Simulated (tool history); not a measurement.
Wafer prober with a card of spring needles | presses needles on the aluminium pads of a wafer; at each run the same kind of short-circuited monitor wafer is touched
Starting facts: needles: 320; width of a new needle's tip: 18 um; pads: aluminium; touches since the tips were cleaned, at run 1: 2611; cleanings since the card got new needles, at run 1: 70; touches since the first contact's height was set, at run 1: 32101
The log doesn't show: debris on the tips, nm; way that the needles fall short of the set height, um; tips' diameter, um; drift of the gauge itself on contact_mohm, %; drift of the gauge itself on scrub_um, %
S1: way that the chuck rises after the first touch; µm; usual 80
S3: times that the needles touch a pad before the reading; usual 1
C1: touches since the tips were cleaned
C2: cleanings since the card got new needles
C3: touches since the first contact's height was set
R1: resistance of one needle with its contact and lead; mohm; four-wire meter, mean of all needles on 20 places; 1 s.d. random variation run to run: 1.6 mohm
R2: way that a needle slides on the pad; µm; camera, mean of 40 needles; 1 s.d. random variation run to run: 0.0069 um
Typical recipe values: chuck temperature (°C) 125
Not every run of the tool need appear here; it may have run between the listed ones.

{"run": 1, "hour": 0.0, "S1": 80, "chuck temperature (°C)": 125, "S3": 1, "C1": 2611, "C2": 70, "C3": 32101, "R1": 156, "R2": 10.005}
{"hour": 10.4, "done": "tips cleaned on abrasive film"}
{"run": 2, "hour": 12.5, "S1": 80, "chuck temperature (°C)": 125, "S3": 1, "C1": 1214, "C2": 71, "C3": 39505, "R1": 158, "R2": 10.0}
{"hour": 24.0, "done": "tips cleaned on abrasive film"}
{"run": 3, "hour": 29.6, "S1": 80, "chuck temperature (°C)": 125, "S3": 1, "C1": 3342, "C2": 72, "C3": 49709, "R1": 158, "R2": 10.013}
{"hour": 38.3, "done": "tips cleaned on abrasive film"}
{"run": 4, "hour": 45.2, "S1": 80, "chuck temperature (°C)": 125, "S3": 1, "C1": 4153, "C2": 73, "C3": 59004, "R1": 154, "R2": 10.008}
{"hour": 52.5, "done": "tips cleaned on abrasive film"}
{"hour": 65.8, "done": "tips cleaned on abrasive film"}
{"run": 5, "hour": 71.6, "S1": 80, "chuck temperature (°C)": 125, "S3": 1, "C1": 3448, "C2": 75, "C3": 74676, "R1": 159, "R2": 10.005}
{"hour": 80.9, "done": "tips cleaned on abrasive film"}
{"hour": 83.4, "done": "height of the first contact set anew"}
{"run": 6, "hour": 93.5, "S1": 80, "chuck temperature (°C)": 125, "S3": 1, "C1": 7389, "C2": 76, "C3": 6022, "R1": 157, "R2": 10.004}
{"hour": 96.0, "done": "tips cleaned on abrasive film"}
{"run": 7, "hour": 107.3, "S1": 80, "chuck temperature (°C)": 125, "S3": 1, "C1": 6770, "C2": 77, "C3": 14228, "R1": 157, "R2": 10.017}
{"hour": 110.0, "done": "tips cleaned on abrasive film"}
{"hour": 123.4, "done": "tips cleaned on abrasive film"}
{"run": 8, "hour": 130.9, "S1": 98, "chuck temperature (°C)": 125, "S3": 1, "C1": 4483, "C2": 79, "C3": 28211, "R1": 153, "R2": 12.264}
{"hour": 136.9, "done": "tips cleaned on abrasive film"}
{"hour": 150.3, "done": "tips cleaned on abrasive film"}
{"run": 9, "hour": 154.6, "S1": 75, "chuck temperature (°C)": 125, "S3": 1, "C1": 2605, "C2": 81, "C3": 42315, "R1": 159, "R2": 9.383}
{"hour": 163.8, "done": "tips cleaned on abrasive film"}
{"hour": 177.1, "done": "tips cleaned on abrasive film"}
{"run": 10, "hour": 178.9, "S1": 80, "chuck temperature (°C)": 32, "S3": 1, "C1": 1088, "C2": 83, "C3": 56754, "R1": 142, "R2": 10.005}
{"hour": 192.3, "done": "tips cleaned on abrasive film"}
{"run": 11, "hour": 192.6, "S1": 80, "chuck temperature (°C)": 32, "S3": 1, "C1": 176, "C2": 84, "C3": 64856, "R1": 142, "R2": 10.013}
{"hour": 206.2, "done": "tips cleaned on abrasive film"}
{"run": 12, "hour": 210.4, "S1": 88, "chuck temperature (°C)": 32, "S3": 1, "C1": 2548, "C2": 85, "C3": 75512, "R1": 139, "R2": 11.011}
{"hour": 219.5, "done": "tips cleaned on abrasive film"}
{"hour": 219.8, "done": "height of the first contact set anew"}
{"run": 13, "hour": 229.6, "S1": 88, "chuck temperature (°C)": 32, "S3": 1, "C1": 5878, "C2": 86, "C3": 5878, "R1": 142, "R2": 11.007}
{"hour": 235.0, "done": "tips cleaned on abrasive film"}
{"run": 14, "hour": 246.7, "S1": 88, "chuck temperature (°C)": 32, "S3": 1, "C1": 6981, "C2": 87, "C3": 16078, "R1": 139, "R2": 11.007}
{"hour": 249.2, "done": "tips cleaned on abrasive film"}
{"hour": 262.6, "done": "tips cleaned on abrasive film"}
{"run": 15, "hour": 271.8, "S1": 88, "chuck temperature (°C)": 32, "S3": 1, "C1": 5523, "C2": 89, "C3": 31015, "R1": 141, "R2": 11.009}
{"hour": 276.3, "done": "tips cleaned on abrasive film"}
{"run": 16, "hour": 288.9, "S1": 88, "chuck temperature (°C)": 32, "S3": 1, "C1": 7559, "C2": 90, "C3": 41153, "R1": 142, "R2": 11.007}
{"hour": 290.8, "done": "tips cleaned on abrasive film"}
{"hour": 304.0, "done": "tips cleaned on abrasive film"}
{"run": 17, "hour": 305.3, "S1": 78, "chuck temperature (°C)": 119, "S3": 2, "C1": 732, "C2": 92, "C3": 50845, "R1": 155, "R2": 9.767}
{"hour": 317.3, "done": "tips cleaned on abrasive film"}
{"run": 18, "hour": 320.6, "S1": 81, "chuck temperature (°C)": 99, "S3": 1, "C1": 1987, "C2": 93, "C3": 59996, "R1": 151, "R2": 10.132}
{"hour": 331.0, "done": "tips cleaned on abrasive film"}
{"run": 19, "hour": 341.2, "S1": 93, "chuck temperature (°C)": 125, "S3": 1, "C1": 6107, "C2": 94, "C3": 72238, "R1": 154, "R2": 11.629}
{"hour": 345.3, "done": "tips cleaned on abrasive film"}
{"hour": 355.3, "done": "height of the first contact set anew"}
{"hour": 359.7, "done": "tips cleaned on abrasive film"}
{"run": 20, "hour": 360.5, "S1": 80, "chuck temperature (°C)": 112, "S3": 2, "C1": 491, "C2": 96, "C3": 3021, "R1": 154, "R2": 10.005}
{"hour": 374.2, "done": "tips cleaned on abrasive film"}
{"run": 21, "hour": 380.7, "S1": 80, "chuck temperature (°C)": 112, "S3": 2, "C1": 3908, "C2": 97, "C3": 15088, "R1": 156, "R2": 10.011}
{"hour": 387.6, "done": "tips cleaned on abrasive film"}
{"run": 22, "hour": 393.5, "S1": 92, "chuck temperature (°C)": 26, "S3": 1, "C1": 3516, "C2": 98, "C3": 22674, "R1": 140, "R2": 11.49}
{"hour": 401.3, "done": "tips cleaned on abrasive film"}
{"hour": 414.7, "done": "tips cleaned on abrasive film"}
{"run": 23, "hour": 420.0, "S1": 76, "chuck temperature (°C)": 47, "S3": 1, "C1": 3152, "C2": 100, "C3": 38408, "R1": 147, "R2": 9.508}
{"hour": 429.3, "done": "tips cleaned on abrasive film"}
{"run": 24, "hour": 436.1, "S1": 76, "chuck temperature (°C)": 47, "S3": 1, "C1": 4093, "C2": 101, "C3": 48034, "R1": 146, "R2": 9.507}
{"hour": 443.6, "done": "tips cleaned on abrasive film"}
{"hour": 458.5, "done": "tips cleaned on abrasive film"}
{"run": 25, "hour": 460.8, "S1": 78, "chuck temperature (°C)": 26, "S3": 2, "C1": 1422, "C2": 103, "C3": 62703, "R1": 138, "R2": 9.744}
{"hour": 473.6, "done": "tips cleaned on abrasive film"}
{"run": 26, "hour": 474.7, "S1": 80, "chuck temperature (°C)": 30, "S3": 3, "C1": 642, "C2": 104, "C3": 70946, "R1": 141, "R2": 10.004}
{"hour": 487.4, "done": "tips cleaned on abrasive film"}
{"run": 27, "hour": 488.3, "S1": 80, "chuck temperature (°C)": 30, "S3": 3, "C1": 519, "C2": 105, "C3": 79009, "R1": 138, "R2": 9.994}
{"hour": 490.9, "done": "height of the first contact set anew"}
{"hour": 501.8, "done": "tips cleaned on abrasive film"}
{"run": 28, "hour": 511.9, "S1": 80, "chuck temperature (°C)": 78, "S3": 3, "C1": 6088, "C2": 106, "C3": 12522, "R1": 148, "R2": 10.011}
{"hour": 516.1, "done": "tips cleaned on abrasive film"}
{"run": 29, "hour": 527.7, "S1": 80, "chuck temperature (°C)": 78, "S3": 3, "C1": 6985, "C2": 107, "C3": 21919, "R1": 149, "R2": 10.016}
{"hour": 529.7, "done": "tips cleaned on abrasive film"}
{"hour": 544.0, "done": "tips cleaned on abrasive film"}
{"run": 30, "hour": 546.9, "S1": 80, "chuck temperature (°C)": 61, "S3": 2, "C1": 1733, "C2": 109, "C3": 33296, "R1": 146, "R2": 10.003}
{"hour": 558.1, "done": "tips cleaned on abrasive film"}
{"run": 31, "hour": 560.0, "S1": 73, "chuck temperature (°C)": 73, "S3": 1, "C1": 1126, "C2": 110, "C3": 41046, "R1": 151, "R2": 9.133}

Take each entry between the runs: how does the hidden state at the last listed run before it differ from the hidden state at the first listed run after it?
Logged between run 1 and run 2: tips cleaned on abrasive film (hour 10.4)
  debris on the tips, nm: 0.7 -> 0.4
Logged between run 2 and run 3: tips cleaned on abrasive film (hour 24.0)
  debris on the tips, nm: 0.4 -> 0.8
Logged between run 3 and run 4: tips cleaned on abrasive film (hour 38.3)
  no difference in the tool's unlogged condition between these two runs
Logged between run 4 and run 5: tips cleaned on abrasive film (hour 52.5); tips cleaned on abrasive film (hour 65.8)
  no difference in the tool's unlogged condition between these two runs
Logged between run 5 and run 6: tips cleaned on abrasive film (hour 80.9); height of the first contact set anew (hour 83.4)
  debris on the tips, nm: 0.8 -> 1
Logged between run 6 and run 7: tips cleaned on abrasive film (hour 96.0)
  no difference in the tool's unlogged condition between these two runs
Logged between run 7 and run 8: tips cleaned on abrasive film (hour 110.0); tips cleaned on abrasive film (hour 123.4)
  debris on the tips, nm: 1 -> 0.8
Logged between run 8 and run 9: tips cleaned on abrasive film (hour 136.9); tips cleaned on abrasive film (hour 150.3)
  debris on the tips, nm: 0.8 -> 0.7
Logged between run 9 and run 10: tips cleaned on abrasive film (hour 163.8); tips cleaned on abrasive film (hour 177.1)
  debris on the tips, nm: 0.7 -> 0.4
Logged between run 10 and run 11: tips cleaned on abrasive film (hour 192.3)
  debris on the tips, nm: 0.4 -> 0.1
Logged between run 11 and run 12: tips cleaned on abrasive film (hour 206.2)
  debris on the tips, nm: 0.1 -> 0.7; tips' diameter, um: 18.01 -> 18.02
Logged between run 12 and run 13: tips cleaned on abrasive film (hour 219.5); height of the first contact set anew (hour 219.8)
  debris on the tips, nm: 0.7 -> 0.9
Logged between run 13 and run 14: tips cleaned on abrasive film (hour 235.0)
  no difference in the tool's unlogged condition between these two runs
Logged between run 14 and run 15: tips cleaned on abrasive film (hour 249.2); tips cleaned on abrasive film (hour 262.6)
  no difference in the tool's unlogged condition between these two runs
Logged between run 15 and run 16: tips cleaned on abrasive film (hour 276.3)
  debris on the tips, nm: 0.9 -> 1
Logged between run 16 and run 17: tips cleaned on abrasive film (hour 290.8); tips cleaned on abrasive film (hour 304.0)
  debris on the tips, nm: 1 -> 0.3
Logged between run 17 and run 18: tips cleaned on abrasive film (hour 317.3)
  debris on the tips, nm: 0.3 -> 0.5
Logged between run 18 and run 19: tips cleaned on abrasive film (hour 331.0)
  debris on the tips, nm: 0.5 -> 0.9
Logged between run 19 and run 20: tips cleaned on abrasive film (hour 345.3); height of the first contact set anew (hour 355.3); tips cleaned on abrasive film (hour 359.7)
  debris on the tips, nm: 0.9 -> 0.3
Logged between run 20 and run 21: tips cleaned on abrasive film (hour 374.2)
  debris on the tips, nm: 0.3 -> 0.8
Logged between run 21 and run 22: tips cleaned on abrasive film (hour 387.6)
  no difference in the tool's unlogged condition between these two runs
Logged between run 22 and run 23: tips cleaned on abrasive film (hour 401.3); tips cleaned on abrasive film (hour 414.7)
  debris on the tips, nm: 0.8 -> 0.7
Logged between run 23 and run 24: tips cleaned on abrasive film (hour 429.3)
  debris on the tips, nm: 0.7 -> 0.8
Logged between run 24 and run 25: tips cleaned on abrasive film (hour 443.6); tips cleaned on abrasive film (hour 458.5)
  debris on the tips, nm: 0.8 -> 0.4
Logged between run 25 and run 26: tips cleaned on abrasive film (hour 473.6)
  debris on the tips, nm: 0.4 -> 0.3
Logged between run 26 and run 27: tips cleaned on abrasive film (hour 487.4)
  no difference in the tool's unlogged condition between these two runs
Logged between run 27 and run 28: height of the first contact set anew (hour 490.9); tips cleaned on abrasive film (hour 501.8)
  debris on the tips, nm: 0.3 -> 1
Logged between run 28 and run 29: tips cleaned on abrasive film (hour 516.1)
  no difference in the tool's unlogged condition between these two runs
Logged between run 29 and run 30: tips cleaned on abrasive film (hour 529.7); tips cleaned on abrasive film (hour 544.0)
  debris on the tips, nm: 1 -> 0.5
Logged between run 30 and run 31: tips cleaned on abrasive film (hour 558.1)
  debris on the tips, nm: 0.5 -> 0.3
